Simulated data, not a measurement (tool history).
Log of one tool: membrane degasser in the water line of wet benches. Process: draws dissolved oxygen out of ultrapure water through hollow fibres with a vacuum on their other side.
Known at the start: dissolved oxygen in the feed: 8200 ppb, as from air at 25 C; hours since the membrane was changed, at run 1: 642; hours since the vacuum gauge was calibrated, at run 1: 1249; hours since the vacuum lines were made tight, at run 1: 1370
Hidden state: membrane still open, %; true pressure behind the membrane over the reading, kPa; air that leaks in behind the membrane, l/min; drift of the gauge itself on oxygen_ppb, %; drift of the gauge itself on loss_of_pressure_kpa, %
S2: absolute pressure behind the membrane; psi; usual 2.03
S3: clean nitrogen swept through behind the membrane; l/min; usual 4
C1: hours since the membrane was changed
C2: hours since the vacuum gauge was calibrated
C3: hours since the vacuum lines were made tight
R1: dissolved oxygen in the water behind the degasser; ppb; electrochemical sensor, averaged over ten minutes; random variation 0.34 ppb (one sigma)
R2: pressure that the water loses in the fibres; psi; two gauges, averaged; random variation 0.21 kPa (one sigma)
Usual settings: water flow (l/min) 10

{"run": 1, "hour": 0.0, "water flow (l/min)": 10, "S2": 2.03, "S3": 4, "C1": 642, "C2": 1249, "C3": 1370, "R1": 70.7, "R2": 6.959}
{"run": 2, "hour": 58.1, "water flow (l/min)": 10, "S2": 2.03, "S3": 4, "C1": 700, "C2": 1307, "C3": 1428, "R1": 71, "R2": 7.017}
{"run": 3, "hour": 110.7, "water flow (l/min)": 10, "S2": 2.03, "S3": 4, "C1": 753, "C2": 1360, "C3": 1480, "R1": 71.2, "R2": 6.979}
{"run": 4, "hour": 155.5, "water flow (l/min)": 10, "S2": 2.03, "S3": 4, "C1": 797, "C2": 1405, "C3": 1525, "R1": 70.5, "R2": 6.923}
{"run": 5, "hour": 206.1, "water flow (l/min)": 10, "S2": 2.03, "S3": 4, "C1": 848, "C2": 1455, "C3": 1576, "R1": 70.3, "R2": 6.979}
{"run": 6, "hour": 255.9, "water flow (l/min)": 10, "S2": 2.51, "S3": 4, "C1": 898, "C2": 1505, "C3": 1625, "R1": 91.4, "R2": 6.979}
{"run": 7, "hour": 291.6, "water flow (l/min)": 10, "S2": 3.21, "S3": 4, "C1": 933, "C2": 1541, "C3": 1661, "R1": 120.9, "R2": 6.959}
{"run": 8, "hour": 322.0, "water flow (l/min)": 10, "S2": 3.21, "S3": 4, "C1": 964, "C2": 1571, "C3": 1692, "R1": 122, "R2": 6.956}
{"run": 9, "hour": 352.5, "water flow (l/min)": 12, "S2": 3.21, "S3": 4, "C1": 994, "C2": 1602, "C3": 1722, "R1": 149.1, "R2": 8.379}
{"run": 10, "hour": 417.7, "water flow (l/min)": 10, "S2": 2.03, "S3": 4, "C1": 1060, "C2": 1667, "C3": 1787, "R1": 70.6, "R2": 6.95}
{"run": 11, "hour": 460.7, "water flow (l/min)": 10, "S2": 2.03, "S3": 4, "C1": 1103, "C2": 1710, "C3": 1830, "R1": 71.2, "R2": 6.985}
{"run": 12, "hour": 516.8, "water flow (l/min)": 10, "S2": 2.03, "S3": 4, "C1": 1159, "C2": 1766, "C3": 1886, "R1": 71.3, "R2": 6.963}
{"run": 13, "hour": 555.3, "water flow (l/min)": 6, "S2": 1.46, "S3": 11.5, "C1": 1197, "C2": 1804, "C3": 1925, "R1": 9.5, "R2": 4.25}
{"run": 14, "hour": 599.2, "water flow (l/min)": 8, "S2": 2.03, "S3": 3.01, "C1": 1241, "C2": 1848, "C3": 1969, "R1": 73, "R2": 5.565}
{"run": 15, "hour": 641.5, "water flow (l/min)": 9, "S2": 2.07, "S3": 2.18, "C1": 1283, "C2": 1891, "C3": 2011, "R1": 115.3, "R2": 6.293}
{"run": 16, "hour": 675.5, "water flow (l/min)": 9, "S2": 2.07, "S3": 2.18, "C1": 1317, "C2": 1924, "C3": 2045, "R1": 114.7, "R2": 6.271}
{"run": 17, "hour": 730.6, "water flow (l/min)": 8, "S2": 2.81, "S3": 2.22, "C1": 1372, "C2": 1980, "C3": 2100, "R1": 146.1, "R2": 5.564}
{"run": 18, "hour": 780.6, "water flow (l/min)": 6, "S2": 1.29, "S3": 4, "C1": 1422, "C2": 2030, "C3": 2150, "R1": 22.1, "R2": 4.193}
{"run": 19, "hour": 845.0, "water flow (l/min)": 6, "S2": 1.29, "S3": 4, "C1": 1487, "C2": 2094, "C3": 2215, "R1": 22.2, "R2": 4.18}
{"run": 20, "hour": 889.2, "water flow (l/min)": 10, "S2": 1.33, "S3": 1.84, "C1": 1531, "C2": 2138, "C3": 2259, "R1": 84.2, "R2": 7.02}
{"run": 21, "hour": 934.3, "water flow (l/min)": 10, "S2": 1.33, "S3": 1.84, "C1": 1576, "C2": 2183, "C3": 2304, "R1": 84.8, "R2": 6.979}
{"run": 22, "hour": 995.1, "water flow (l/min)": 12, "S2": 1.68, "S3": 3.25, "C1": 1637, "C2": 2244, "C3": 2365, "R1": 88.7, "R2": 8.369}
{"run": 23, "hour": 1056.3, "water flow (l/min)": 6, "S2": 2.7, "S3": 4, "C1": 1698, "C2": 2305, "C3": 2426, "R1": 59.5, "R2": 4.231}

5 ways to go on from here, each from the tool as it stands after run 23. What would each give?
{"run": "A", "hour": 1116.2, "water flow (l/min)": 10, "S2": 2.03, "S3": 10.37, "C1": 1758, "C2": 2365, "C3": 2486, "R1": "?", "R2": "?"}
{"run": "B", "hour": 1116.2, "water flow (l/min)": 15, "S2": 1.52, "S3": 2.45, "C1": 1758, "C2": 2365, "C3": 2486, "R1": "?", "R2": "?"}
{"run": "C", "hour": 1116.2, "water flow (l/min)": 10, "S2": 2.03, "S3": 4, "C1": 1758, "C2": 2365, "C3": 2486, "R1": "?", "R2": "?"}
{"run": "D", "hour": 1116.2, "water flow (l/min)": 8, "S2": 3.41, "S3": 2.28, "C1": 1758, "C2": 2365, "C3": 2486, "R1": "?", "R2": "?"}
{"run": "E", "hour": 1116.2, "water flow (l/min)": 7, "S2": 2.7, "S3": 3.68, "C1": 1758, "C2": 2365, "C3": 2486, "R1": "?", "R2": "?"}

run=A R1=29.9 R2=6.989
run=B R1=142.4 R2=10.464
run=C R1=71.4 R2=6.95
run=D R1=176.4 R2=5.609
run=E R1=75.6 R2=4.857
Without the tool's hidden state the same runs would have given:
run=A R1=29.1 R2=6.94
run=B R1=139.3 R2=10.389
run=C R1=69.7 R2=6.899
run=D R1=172.3 R2=5.569
run=E R1=73.4 R2=4.823
